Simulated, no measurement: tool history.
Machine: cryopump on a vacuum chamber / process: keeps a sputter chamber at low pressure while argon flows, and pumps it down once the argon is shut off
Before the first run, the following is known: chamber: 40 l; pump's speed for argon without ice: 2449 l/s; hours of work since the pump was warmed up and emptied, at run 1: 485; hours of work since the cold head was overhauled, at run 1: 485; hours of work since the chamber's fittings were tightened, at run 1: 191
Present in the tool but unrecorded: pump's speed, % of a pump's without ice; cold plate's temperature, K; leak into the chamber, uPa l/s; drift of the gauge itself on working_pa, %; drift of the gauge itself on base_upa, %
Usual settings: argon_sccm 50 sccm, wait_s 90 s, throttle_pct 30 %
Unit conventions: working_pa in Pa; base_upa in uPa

| run | hour | argon_sccm | wait_s | throttle_pct | hours of work since the pump was warmed up and emptied | hours of work since the cold head was overhauled | hours of work since the chamber's fittings were tightened | working_pa | base_upa |
|---|---|---|---|---|---|---|---|---|---|
| 1 | 0 | 50 | 90 | 30 | 485 | 485 | 191 | 0.1211 | 0.41 |
| 2 | 55.8 | 50 | 90 | 30 | 510 | 510 | 215 | 0.1226 | 0.34 |
| 3 | 116.1 | 50 | 90 | 30 | 536 | 536 | 242 | 0.1222 | 0.36 |
| 4 | 187.7 | 50 | 90 | 30 | 567 | 567 | 273 | 0.1237 | 0.38 |
| 5 | 252 | 89 | 90 | 30 | 595 | 595 | 301 | 0.2216 | 0.39 |
| 6 | 327.5 | 89 | 70 | 30 | 628 | 628 | 334 | 0.2217 | 0.44 |
| 7 | 402.6 | 89 | 70 | 30 | 661 | 661 | 367 | 0.2207 | 0.48 |
| 8 | 453 | 89 | 70 | 30 | 683 | 683 | 389 | 0.2241 | 0.47 |
| 9 | 522.6 | 65 | 39 | 30 | 714 | 714 | 420 | 0.164 | 0.63 |
| 10 | 617.3 | 65 | 39 | 30 | 755 | 755 | 461 | 0.165 | 0.7 |
| 11 | 683 | 50 | 90 | 32 | 784 | 784 | 490 | 0.1205 | 0.46 |
|  | 712.1 | pump warmed up, emptied and cooled again |
| 12 | 740.6 | 31 | 54 | 17 | 12 | 807 | 513 | 0.1276 | 0.49 |
| 13 | 855.1 | 27 | 90 | 30 | 63 | 857 | 563 | 0.0629 | 0.36 |
| 14 | 913.8 | 27 | 90 | 30 | 88 | 883 | 589 | 0.0634 | 0.37 |

What if the next run were any one of these 3? Each begins from the tool's condition after run 14:
| A | 1003.7 | 20 | 32 | 48 | 128 | 922 | 628 | ? | ? |
| B | 1003.7 | 23 | 239 | 30 | 128 | 922 | 628 | ? | ? |
| C | 1003.7 | 60 | 23 | 47 | 128 | 922 | 628 | ? | ? |

| run | working_pa | base_upa |
|---|---|---|
| A | 0.0296 | 0.77 |
| B | 0.0539 | 0.23 |
| C | 0.09 | 0.93 |
Take away the tool's hidden state, keep each run's random variation, and the runs would have read:
| run | working_pa | base_upa |
|---|---|---|
| A | 0.0286 | 0.72 |
| B | 0.0529 | 0.18 |
| C | 0.0873 | 0.88 |

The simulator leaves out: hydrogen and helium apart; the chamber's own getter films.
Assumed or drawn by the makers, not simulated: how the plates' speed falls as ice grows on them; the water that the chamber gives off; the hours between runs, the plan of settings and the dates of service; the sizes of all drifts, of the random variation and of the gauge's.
